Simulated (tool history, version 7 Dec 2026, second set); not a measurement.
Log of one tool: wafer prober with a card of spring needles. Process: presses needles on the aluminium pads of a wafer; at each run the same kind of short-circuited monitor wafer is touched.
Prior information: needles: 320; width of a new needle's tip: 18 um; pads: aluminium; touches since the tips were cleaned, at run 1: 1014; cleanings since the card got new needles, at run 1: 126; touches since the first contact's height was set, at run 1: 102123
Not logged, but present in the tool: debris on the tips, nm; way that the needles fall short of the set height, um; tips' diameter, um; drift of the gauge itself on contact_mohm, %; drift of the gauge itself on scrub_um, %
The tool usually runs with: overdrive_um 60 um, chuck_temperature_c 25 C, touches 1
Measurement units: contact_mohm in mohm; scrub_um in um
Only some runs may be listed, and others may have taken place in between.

| run | hour | overdrive_um | chuck_temperature_c | touches | touches since the tips were cleaned | cleanings since the card got new needles | touches since the first contact's height was set | contact_mohm | scrub_um |
|---|---|---|---|---|---|---|---|---|---|
| 1 | 0.0 | 60 | 25 | 1 | 1014 | 126 | 102123 | 217 | 15.31 |
|  | 3.9 | tips cleaned on abrasive film |
|  | 10.4 | tips cleaned on abrasive film |
|  | 16.1 | tips cleaned on abrasive film |
| 2 | 16.1 | 60 | 25 | 1 | 0 | 129 | 112076 | 202 | 15.12 |
|  | 22.5 | tips cleaned on abrasive film |
|  | 27.7 | tips cleaned on abrasive film |
| 3 | 32.1 | 60 | 34 | 1 | 2798 | 131 | 122096 | 236 | 15.06 |
|  | 33.5 | tips cleaned on abrasive film |
|  | 38.7 | tips cleaned on abrasive film |
|  | 45.1 | tips cleaned on abrasive film |
|  | 50.2 | tips cleaned on abrasive film |
|  | 55.4 | tips cleaned on abrasive film |
| 4 | 60.0 | 60 | 25 | 1 | 2858 | 136 | 139327 | 230 | 15.05 |
|  | 61.3 | tips cleaned on abrasive film |
|  | 67.8 | tips cleaned on abrasive film |
|  | 73.1 | tips cleaned on abrasive film |
| 5 | 73.1 | 60 | 25 | 1 | 0 | 139 | 147438 | 202 | 15.04 |
|  | 79.5 | tips cleaned on abrasive film |
|  | 85.9 | tips cleaned on abrasive film |
|  | 91.1 | tips cleaned on abrasive film |
|  | 97.1 | tips cleaned on abrasive film |
| 6 | 97.1 | 60 | 50 | 1 | 0 | 143 | 162321 | 208 | 14.95 |
|  | 103.5 | tips cleaned on abrasive film |
|  | 109.9 | tips cleaned on abrasive film |
|  | 115.8 | tips cleaned on abrasive film |
| 7 | 115.8 | 60 | 61 | 1 | 0 | 146 | 173970 | 211 | 15.01 |
|  | 118.7 | height of the first contact set anew |
|  | 121.3 | tips cleaned on abrasive film |
|  | 127.8 | tips cleaned on abrasive film |
|  | 134.2 | tips cleaned on abrasive film |
| 8 | 135.5 | 60 | 47 | 1 | 821 | 149 | 10450 | 212 | 15.61 |
|  | 139.5 | tips cleaned on abrasive film |
|  | 144.6 | tips cleaned on abrasive film |
|  | 149.8 | tips cleaned on abrasive film |
| 9 | 150.1 | 41 | 91 | 1 | 160 | 152 | 19434 | 225 | 10.59 |
|  | 155.3 | tips cleaned on abrasive film |
|  | 156.6 | tips cleaned on abrasive film, once more |
|  | 161.8 | tips cleaned on abrasive film |
|  | 168.2 | tips cleaned on abrasive film |
|  | 174.6 | tips cleaned on abrasive film |
| 10 | 175.2 | 55 | 25 | 1 | 362 | 157 | 34979 | 210 | 14.22 |
|  | 180.4 | tips cleaned on abrasive film |
|  | 185.6 | tips cleaned on abrasive film |
| 11 | 187.4 | 55 | 25 | 1 | 1162 | 159 | 42561 | 217 | 14.15 |

Run 12 is up next; what results do you expect?
|  | 191.3 | tips cleaned on abrasive film |
|  | 197.8 | tips cleaned on abrasive film |
|  | 203.0 | tips cleaned on abrasive film |
|  | 209.3 | tips cleaned on abrasive film |
| 12 | 209.8 | 63 | 25 | 2 | 278 | 163 | 56407 | ? | ? |

{"run 12": {"contact_mohm": 201, "scrub_um": 16.17}}
With no hidden state in the tool, this same run would have given contact_mohm 196 mohm, scrub_um 16.36 um.

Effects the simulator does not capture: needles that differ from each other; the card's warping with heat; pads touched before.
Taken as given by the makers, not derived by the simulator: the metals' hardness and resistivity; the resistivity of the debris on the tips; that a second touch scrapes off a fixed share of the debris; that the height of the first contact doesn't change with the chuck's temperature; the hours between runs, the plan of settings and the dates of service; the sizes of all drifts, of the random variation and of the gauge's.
